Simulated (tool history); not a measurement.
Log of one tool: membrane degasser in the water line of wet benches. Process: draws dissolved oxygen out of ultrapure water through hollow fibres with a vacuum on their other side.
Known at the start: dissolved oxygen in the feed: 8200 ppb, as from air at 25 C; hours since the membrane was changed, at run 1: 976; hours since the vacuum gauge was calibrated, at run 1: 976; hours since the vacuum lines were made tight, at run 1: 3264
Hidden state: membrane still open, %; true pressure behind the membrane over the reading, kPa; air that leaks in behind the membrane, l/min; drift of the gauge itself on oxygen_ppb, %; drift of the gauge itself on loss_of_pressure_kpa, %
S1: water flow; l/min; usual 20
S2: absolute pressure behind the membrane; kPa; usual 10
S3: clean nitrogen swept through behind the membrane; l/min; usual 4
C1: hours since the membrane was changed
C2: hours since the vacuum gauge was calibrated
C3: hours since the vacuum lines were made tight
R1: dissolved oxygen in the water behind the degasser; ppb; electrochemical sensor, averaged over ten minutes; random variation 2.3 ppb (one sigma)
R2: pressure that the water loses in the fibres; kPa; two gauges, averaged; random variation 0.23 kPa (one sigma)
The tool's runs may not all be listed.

run 1 day=0 | S1=20 S2=10 S3=4 | C1=976 C2=976 C3=3264 | R1=225.7 R2=59.82
run 2 day=11.396 | S1=20 S2=10 S3=4 | C1=1249 C2=1249 C3=3538 | R1=229.4 R2=59.91
run 3 day=21.792 | S1=31 S2=10 S3=4 | C1=1499 C2=1499 C3=3787 | R1=498.8 R2=93.28
run 4 day=30.642 | S1=31 S2=10 S3=4 | C1=1711 C2=1711 C3=4000 | R1=509.1 R2=93.46
run 5 day=39.633 | S1=20 S2=21.6 S3=4 | C1=1927 C2=1927 C3=4216 | R1=362.1 R2=60.75
run 6 day=46.15 | S1=20 S2=21.6 S3=4 | C1=2083 C2=2083 C3=4372 | R1=350.6 R2=60.16
-- day=51.712 seals of the vacuum lines changed
run 7 day=55.246 | S1=16 S2=21.6 S3=4 | C1=2299 C2=2299 C3=85 | R1=254.7 R2=47.92
run 8 day=66.512 | S1=20 S2=10 S3=4 | C1=2570 C2=2570 C3=355 | R1=224.7 R2=60.55
run 9 day=78.375 | S1=20 S2=10 S3=4 | C1=2855 C2=2855 C3=640 | R1=224.1 R2=60.65
run 10 day=83.158 | S1=20 S2=10 S3=4 | C1=2969 C2=2969 C3=755 | R1=226.1 R2=60.3
run 11 day=90.271 | S1=20 S2=10 S3=4 | C1=3140 C2=3140 C3=925 | R1=223.3 R2=60.76
run 12 day=96.717 | S1=20 S2=10 S3=4 | C1=3295 C2=3295 C3=1080 | R1=226.9 R2=61.3
run 13 day=107.392 | S1=20 S2=10 S3=4 | C1=3551 C2=3551 C3=1336 | R1=224 R2=60.96
run 14 day=118.912 | S1=20 S2=10 S3=4 | C1=3827 C2=3827 C3=1613 | R1=227.1 R2=60.59
run 15 day=128.733 | S1=20 S2=10 S3=4 | C1=4063 C2=4063 C3=1849 | R1=227.8 R2=60.98
run 16 day=136.629 | S1=20 S2=10 S3=4 | C1=4253 C2=4253 C3=2038 | R1=227.8 R2=61.1
run 17 day=147.054 | S1=20 S2=10 S3=4 | C1=4503 C2=4503 C3=2288 | R1=227.6 R2=61.16
run 18 day=158.704 | S1=23 S2=9.7 S3=2.21 | C1=4782 C2=4782 C3=2568 | R1=356.1 R2=69.93
run 19 day=165.85 | S1=18 S2=15.7 S3=5.63 | C1=4954 C2=4954 C3=2739 | R1=209.1 R2=55.07
run 20 day=171.671 | S1=15 S2=8.5 S3=5.63 | C1=5094 C2=5094 C3=2879 | R1=100.3 R2=45.98
run 21 day=181.375 | S1=15 S2=8.5 S3=5.63 | C1=5327 C2=5327 C3=3112 | R1=98.8 R2=46.03
-- day=182.571 vacuum gauge calibrated
-- day=185.367 gauge calibrated
run 22 day=189.329 | S1=29 S2=10 S3=4 | C1=5517 C2=162 C3=3302 | R1=457.3 R2=87.05
run 23 day=198.333 | S1=25 S2=10 S3=4 | C1=5733 C2=378 C3=3518 | R1=348.9 R2=74.62
run 24 day=206.988 | S1=25 S2=10 S3=4 | C1=5941 C2=586 C3=3726 | R1=349.4 R2=75.23
run 25 day=215.788 | S1=20 S2=13.5 S3=9.8 | C1=6152 C2=797 C3=3937 | R1=201.3 R2=60.21
run 26 day=221.562 | S1=20 S2=13.5 S3=4.72 | C1=6291 C2=936 C3=4076 | R1=247.3 R2=60.23
run 27 day=232 | S1=27 S2=13.5 S3=4.72 | C1=6541 C2=1186 C3=4326 | R1=431.1 R2=81.31
-- day=239.054 seals of the vacuum lines changed
run 28 day=239.054 | S1=31 S2=10 S3=3.52 | C1=6708 C2=1354 C3=0 | R1=528.9 R2=93.84
run 29 day=246.883 | S1=23 S2=10.7 S3=2.39 | C1=6896 C2=1542 C3=188 | R1=370.1 R2=69.47
run 30 day=252.438 | S1=20 S2=6 S3=4 | C1=7030 C2=1675 C3=321 | R1=181.1 R2=60.47
run 31 day=260.538 | S1=28 S2=6 S3=6.01 | C1=7224 C2=1869 C3=516 | R1=346.9 R2=84.86
run 32 day=272.367 | S1=24 S2=19.8 S3=6.01 | C1=7508 C2=2153 C3=799 | R1=381.2 R2=72.55
run 33 day=282.383 | S1=14 S2=6.8 S3=4 | C1=7748 C2=2393 C3=1040 | R1=82.5 R2=42.57

Forecast each of these 3 alternatives for the next run:
run A day=288.633 | S1=22 S2=11.3 S3=2.09 | C1=7898 C2=2543 C3=1190 | R1=? R2=?
run B day=288.633 | S1=14 S2=13.6 S3=3 | C1=7898 C2=2543 C3=1190 | R1=? R2=?
run C day=288.633 | S1=27 S2=18.5 S3=8.83 | C1=7898 C2=2543 C3=1190 | R1=? R2=?

run=A R1=381.7 R2=66.59
run=B R1=167 R2=42.48
run=C R1=412.8 R2=82.14
Without the tool's hidden state the same runs would have given:
run=A R1=380.5 R2=65.69
run=B R1=166.5 R2=41.91
run=C R1=411.3 R2=81.03

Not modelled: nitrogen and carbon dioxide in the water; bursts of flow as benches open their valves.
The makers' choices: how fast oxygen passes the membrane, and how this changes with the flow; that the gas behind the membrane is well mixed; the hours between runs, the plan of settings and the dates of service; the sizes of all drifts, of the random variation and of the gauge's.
